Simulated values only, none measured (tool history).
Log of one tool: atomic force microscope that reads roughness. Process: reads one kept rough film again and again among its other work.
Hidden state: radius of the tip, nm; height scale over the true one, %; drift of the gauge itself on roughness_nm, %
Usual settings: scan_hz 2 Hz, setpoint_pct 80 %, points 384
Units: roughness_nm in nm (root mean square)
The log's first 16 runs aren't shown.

run	day	scan_hz	setpoint_pct	points	pictures with this tip	hours of work since the height scale was calibrated	roughness_nm
17	21.492	2	80	384	73	1444	3.056
18	22.567	2	80	384	113	1464	3.018
19	24.629	2	80	384	189	1503	2.926
# day 24.954: new tip fitted
20	25.525	2	62	752	21	1520	3.52
21	26.817	2	80	497	68	1544	3.099
22	28.346	2	80	497	124	1573	3.005
# day 30.433: new tip fitted
23	30.433	2	81	788	0	1613	3.108
# day 31.812: height scale calibrated on a step standard
24	32	2.42	84	406	56	4	2.863
25	33.862	2.42	84	406	124	39	2.833
26	35.25	1.39	80	990	175	65	3.18
# day 35.929: new tip fitted
27	36.392	1.39	80	990	17	87	3.332
28	37.962	1.39	80	990	74	117	3.292
29	39.562	0.55	80	851	133	147	3.519
30	40.733	1.42	80	339	176	169	3.164
# day 41.488: new tip fitted
31	42.288	1.42	80	339	29	198	3.319
32	43.329	1.42	80	339	67	218	3.277
33	44.938	2.52	76	271	127	249	3.023

Forecast run 34:
34	46.279	1.45	61	271	176	274	?

Run 34 gave roughness_nm 3.48 nm (root mean square).
Without the tool's hidden state the same run would have given roughness_nm 3.706 nm (root mean square).
